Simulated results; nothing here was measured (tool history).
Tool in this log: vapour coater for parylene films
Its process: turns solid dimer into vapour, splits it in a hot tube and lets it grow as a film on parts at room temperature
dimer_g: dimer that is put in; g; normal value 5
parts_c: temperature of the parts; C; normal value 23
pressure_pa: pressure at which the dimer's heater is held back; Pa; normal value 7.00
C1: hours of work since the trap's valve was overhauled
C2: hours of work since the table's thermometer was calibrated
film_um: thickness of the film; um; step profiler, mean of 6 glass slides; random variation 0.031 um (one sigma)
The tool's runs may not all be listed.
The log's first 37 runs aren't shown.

Run 38, hour 612.7: usual settings but dimer_g 4 g, parts_c 28 C, pressure_pa 4.95 Pa; C1 71; C2 589. Result: film_um 2.14 um.
Run 39, hour 628.4: usual settings but dimer_g 6 g, parts_c 18 C, pressure_pa 10.26 Pa; C1 80; C2 598. Result: film_um 3.42 um.
Run 40, hour 647.5: usual settings but dimer_g 4 g, parts_c 30 C, pressure_pa 2.74 Pa; C1 92; C2 609. Result: film_um 2.33 um.
Run 41, hour 658.0: usual settings but dimer_g 3 g, parts_c 17 C; C1 98; C2 616. Result: film_um 1.87 um.
Run 42, hour 671.5: usual settings but dimer_g 3 g, parts_c 17 C, pressure_pa 6.67 Pa; C1 106; C2 624. Result: film_um 1.91 um.
Run 43, hour 689.0: usual settings but dimer_g 3 g, pressure_pa 11.67 Pa; C1 117; C2 634. Result: film_um 1.48 um.
Run 44, hour 706.7: usual settings but dimer_g 3 g, pressure_pa 11.67 Pa; C1 127; C2 645. Result: film_um 1.46 um.
Run 45, hour 717.1: usual settings but dimer_g 3 g, pressure_pa 11.67 Pa; C1 133; C2 651. Result: film_um 1.47 um.
Run 46, hour 735.2: usual settings but dimer_g 3 g, pressure_pa 11.67 Pa; C1 144; C2 662. Result: film_um 1.45 um.
Run 47, hour 744.8: usual settings but pressure_pa 3.67 Pa; C1 150; C2 668. Result: film_um 3.15 um.

Branching from run 47: 3 alternative next runs. What would each branch give?
Run A, hour 763.7: usual settings but parts_c 17 C, pressure_pa 3.67 Pa; C1 161; C2 679. Result: film_um ?.
Run B, hour 763.7: usual settings but dimer_g 4 g, parts_c 22 C, pressure_pa 4.47 Pa; C1 161; C2 679. Result: film_um ?.
Run C, hour 763.7: usual settings but dimer_g 6 g, parts_c 20 C, pressure_pa 3.67 Pa; C1 161; C2 679. Result: film_um ?.

run  film_um
  A     3.50
  B     2.42
  C     3.93
The same runs, with their run-to-run variation unchanged, on a tool lacking any hidden condition would have given:
run  film_um
  A     3.81
  B     2.64
  C     4.28

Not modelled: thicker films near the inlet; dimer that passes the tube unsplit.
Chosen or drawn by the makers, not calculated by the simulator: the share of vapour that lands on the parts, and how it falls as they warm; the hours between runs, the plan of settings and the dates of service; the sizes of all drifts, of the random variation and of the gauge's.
